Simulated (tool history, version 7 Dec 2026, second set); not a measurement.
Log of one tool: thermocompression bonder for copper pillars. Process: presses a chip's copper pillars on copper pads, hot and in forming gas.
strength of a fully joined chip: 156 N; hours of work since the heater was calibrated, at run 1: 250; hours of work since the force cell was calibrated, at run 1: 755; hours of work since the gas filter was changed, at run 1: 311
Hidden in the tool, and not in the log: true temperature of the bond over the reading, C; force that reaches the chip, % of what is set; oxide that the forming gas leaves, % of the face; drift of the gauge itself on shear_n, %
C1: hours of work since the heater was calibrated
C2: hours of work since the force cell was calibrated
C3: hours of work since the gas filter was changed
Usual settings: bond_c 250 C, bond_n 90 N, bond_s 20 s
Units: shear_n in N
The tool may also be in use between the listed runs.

{"run": 1, "hour": 0.0, "bond_c": 250, "bond_n": 90, "bond_s": 20, "C1": 250, "C2": 755, "C3": 311, "shear_n": 91.6}
{"run": 2, "hour": 17.0, "bond_c": 250, "bond_n": 90, "bond_s": 20, "C1": 257, "C2": 762, "C3": 319, "shear_n": 92.4}
{"run": 3, "hour": 31.1, "bond_c": 250, "bond_n": 90, "bond_s": 20, "C1": 264, "C2": 769, "C3": 325, "shear_n": 90.7}
{"run": 4, "hour": 45.4, "bond_c": 250, "bond_n": 90, "bond_s": 20, "C1": 271, "C2": 775, "C3": 332, "shear_n": 89.3}
{"run": 5, "hour": 79.8, "bond_c": 250, "bond_n": 90, "bond_s": 20, "C1": 286, "C2": 791, "C3": 348, "shear_n": 91.0}
{"run": 6, "hour": 97.7, "bond_c": 250, "bond_n": 90, "bond_s": 20, "C1": 295, "C2": 800, "C3": 356, "shear_n": 89.3}
{"run": 7, "hour": 123.3, "bond_c": 250, "bond_n": 90, "bond_s": 20, "C1": 306, "C2": 811, "C3": 368, "shear_n": 90.2}
{"run": 8, "hour": 143.5, "bond_c": 250, "bond_n": 90, "bond_s": 20, "C1": 316, "C2": 821, "C3": 377, "shear_n": 91.6}
{"hour": 159.2, "done": "forming gas filter changed"}
{"run": 9, "hour": 176.9, "bond_c": 260, "bond_n": 90, "bond_s": 20, "C1": 331, "C2": 836, "C3": 8, "shear_n": 102.7}
{"run": 10, "hour": 207.8, "bond_c": 260, "bond_n": 90, "bond_s": 20, "C1": 345, "C2": 850, "C3": 22, "shear_n": 104.2}
{"run": 11, "hour": 222.5, "bond_c": 250, "bond_n": 79, "bond_s": 20, "C1": 352, "C2": 857, "C3": 29, "shear_n": 86.8}
{"run": 12, "hour": 253.3, "bond_c": 250, "bond_n": 79, "bond_s": 20, "C1": 366, "C2": 871, "C3": 43, "shear_n": 85.8}
{"run": 13, "hour": 277.7, "bond_c": 250, "bond_n": 90, "bond_s": 20, "C1": 378, "C2": 882, "C3": 55, "shear_n": 93.7}
{"run": 14, "hour": 298.3, "bond_c": 254, "bond_n": 90, "bond_s": 20, "C1": 387, "C2": 892, "C3": 64, "shear_n": 97.0}
{"run": 15, "hour": 321.8, "bond_c": 254, "bond_n": 90, "bond_s": 20, "C1": 398, "C2": 903, "C3": 75, "shear_n": 96.4}
{"run": 16, "hour": 355.5, "bond_c": 254, "bond_n": 90, "bond_s": 44, "C1": 413, "C2": 918, "C3": 91, "shear_n": 119.1}
{"run": 17, "hour": 384.4, "bond_c": 254, "bond_n": 90, "bond_s": 44, "C1": 427, "C2": 932, "C3": 104, "shear_n": 119.0}
{"run": 18, "hour": 410.1, "bond_c": 254, "bond_n": 90, "bond_s": 44, "C1": 439, "C2": 944, "C3": 116, "shear_n": 118.6}
{"run": 19, "hour": 432.4, "bond_c": 254, "bond_n": 90, "bond_s": 44, "C1": 449, "C2": 954, "C3": 126, "shear_n": 119.9}
{"run": 20, "hour": 448.5, "bond_c": 254, "bond_n": 81, "bond_s": 44, "C1": 456, "C2": 961, "C3": 134, "shear_n": 112.9}
{"run": 21, "hour": 482.3, "bond_c": 237, "bond_n": 90, "bond_s": 20, "C1": 472, "C2": 977, "C3": 149, "shear_n": 81.2}
{"run": 22, "hour": 505.9, "bond_c": 250, "bond_n": 56, "bond_s": 42, "C1": 483, "C2": 988, "C3": 160, "shear_n": 85.1}
{"run": 23, "hour": 535.7, "bond_c": 222, "bond_n": 66, "bond_s": 13, "C1": 497, "C2": 1001, "C3": 174, "shear_n": 42.2}
{"run": 24, "hour": 565.8, "bond_c": 222, "bond_n": 67, "bond_s": 13, "C1": 510, "C2": 1015, "C3": 188, "shear_n": 42.4}
{"run": 25, "hour": 599.4, "bond_c": 237, "bond_n": 67, "bond_s": 13, "C1": 526, "C2": 1031, "C3": 203, "shear_n": 55.0}
{"run": 26, "hour": 618.8, "bond_c": 237, "bond_n": 67, "bond_s": 13, "C1": 535, "C2": 1040, "C3": 212, "shear_n": 54.4}
{"run": 27, "hour": 646.5, "bond_c": 250, "bond_n": 74, "bond_s": 20, "C1": 548, "C2": 1053, "C3": 225, "shear_n": 80.1}
{"run": 28, "hour": 663.7, "bond_c": 270, "bond_n": 74, "bond_s": 34, "C1": 556, "C2": 1061, "C3": 233, "shear_n": 114.8}
{"run": 29, "hour": 693.9, "bond_c": 250, "bond_n": 117, "bond_s": 39, "C1": 570, "C2": 1075, "C3": 247, "shear_n": 123.8}
{"run": 30, "hour": 721.9, "bond_c": 271, "bond_n": 108, "bond_s": 39, "C1": 583, "C2": 1087, "C3": 260, "shear_n": 135.9}
{"run": 31, "hour": 748.9, "bond_c": 229, "bond_n": 59, "bond_s": 24, "C1": 595, "C2": 1100, "C3": 272, "shear_n": 55.5}
{"run": 32, "hour": 768.0, "bond_c": 229, "bond_n": 59, "bond_s": 24, "C1": 604, "C2": 1109, "C3": 281, "shear_n": 57.7}
{"run": 33, "hour": 792.8, "bond_c": 257, "bond_n": 97, "bond_s": 43, "C1": 615, "C2": 1120, "C3": 292, "shear_n": 125.7}
{"run": 34, "hour": 822.9, "bond_c": 257, "bond_n": 97, "bond_s": 43, "C1": 629, "C2": 1134, "C3": 306, "shear_n": 125.5}
{"hour": 836.2, "done": "force cell calibrated"}
{"run": 35, "hour": 846.0, "bond_c": 257, "bond_n": 97, "bond_s": 43, "C1": 639, "C2": 5, "C3": 316, "shear_n": 128.4}
{"run": 36, "hour": 872.4, "bond_c": 257, "bond_n": 122, "bond_s": 21, "C1": 651, "C2": 17, "C3": 328, "shear_n": 120.2}
{"run": 37, "hour": 904.2, "bond_c": 257, "bond_n": 122, "bond_s": 21, "C1": 666, "C2": 31, "C3": 343, "shear_n": 120.2}
{"run": 38, "hour": 927.7, "bond_c": 250, "bond_n": 90, "bond_s": 20, "C1": 677, "C2": 42, "C3": 354, "shear_n": 95.1}
{"run": 39, "hour": 953.6, "bond_c": 226, "bond_n": 128, "bond_s": 23, "C1": 689, "C2": 54, "C3": 366, "shear_n": 95.2}

Some steps in shear_n between neighbouring runs. How much of each would the tool show without its hidden state too (settings, what came in, random variation), and how much is left for the hidden state, with any gauge scatter that isn't in both results?
Run 8 -> 9: bond_c 250 -> 260, forming gas filter changed. shear_n +11.1 N: hidden state +2.9, all else +8.2.
Run 22 -> 23: bond_c 250 -> 222, bond_n 56 -> 66, bond_s 42 -> 13. shear_n -42.9 N: hidden state +0.6, all else -43.5.
Run 30 -> 31: bond_c 271 -> 229, bond_n 108 -> 59, bond_s 39 -> 24. shear_n -80.4 N: hidden state +2.2, all else -82.6.
Run 32 -> 33: bond_c 229 -> 257, bond_n 59 -> 97, bond_s 24 -> 43. shear_n +68.0 N: hidden state -1.9, all else +69.9.
Run 34 -> 35: force cell calibrated. shear_n +2.9 N: hidden state +2.1, all else +0.8.
